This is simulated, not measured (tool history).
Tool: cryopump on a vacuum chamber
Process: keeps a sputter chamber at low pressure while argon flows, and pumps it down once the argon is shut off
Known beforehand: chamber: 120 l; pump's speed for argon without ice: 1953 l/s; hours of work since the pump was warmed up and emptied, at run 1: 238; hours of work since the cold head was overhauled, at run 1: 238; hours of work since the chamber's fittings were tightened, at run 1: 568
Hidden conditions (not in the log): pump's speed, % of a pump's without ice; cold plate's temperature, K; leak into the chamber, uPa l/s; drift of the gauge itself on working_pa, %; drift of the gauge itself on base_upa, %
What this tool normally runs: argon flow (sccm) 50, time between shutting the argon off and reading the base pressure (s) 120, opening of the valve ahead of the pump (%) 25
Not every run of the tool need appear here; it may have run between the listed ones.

run,hour,argon flow (sccm),time between shutting the argon off and reading the base pressure (s),opening of the valve ahead of the pump (%),hours of work since the pump was warmed up and emptied,hours of work since the cold head was overhauled,hours of work since the chamber's fittings were tightened,pressure while argon flows (Pa),pressure after the wait (uPa)
1,0.0,50,120,25,238,238,568,0.1770,0.65
2,18.7,62,120,25,247,247,577,0.2154,0.60
3,28.9,50,120,25,253,253,583,0.1743,0.66
4,39.8,50,120,25,258,258,588,0.1751,0.65
5,50.5,50,120,25,264,264,594,0.1758,0.61
6,69.5,50,120,25,274,274,604,0.1734,0.65
7,78.5,50,120,25,278,278,608,0.1773,0.60
8,88.3,50,120,25,284,284,614,0.1752,0.65
9,100.4,50,120,25,290,290,620,0.1768,0.64
10,118.0,50,25,25,299,299,629,0.1752,1.68
11,136.1,50,25,25,308,308,638,0.1760,1.70
12,154.2,50,120,25,318,318,648,0.1766,0.62
13,162.3,50,120,25,322,322,652,0.1769,0.68
14,177.6,50,120,25,330,330,660,0.1754,0.67
15,196.0,50,120,25,340,340,670,0.1752,0.68
16,206.0,50,120,16,345,345,675,0.2738,0.65
17,219.3,50,120,25,352,352,682,0.1786,0.68
18,235.8,50,120,54,360,360,690,0.0840,0.69
19,243.8,50,120,54,364,364,694,0.0829,0.68
20,257.6,50,94,55,372,372,702,0.0833,0.75
21,267.8,50,94,55,377,377,707,0.0828,0.78

What does the tool deliver on the next run?
22,277.4,68,153,23,382,382,712,?,?

pressure while argon flows (Pa): 0.2619
pressure after the wait (uPa): 0.62
With the hidden condition absent and the run-to-run variation left alone, this run would have shown pressure while argon flows (Pa) 0.2569, pressure after the wait (uPa) 0.36.
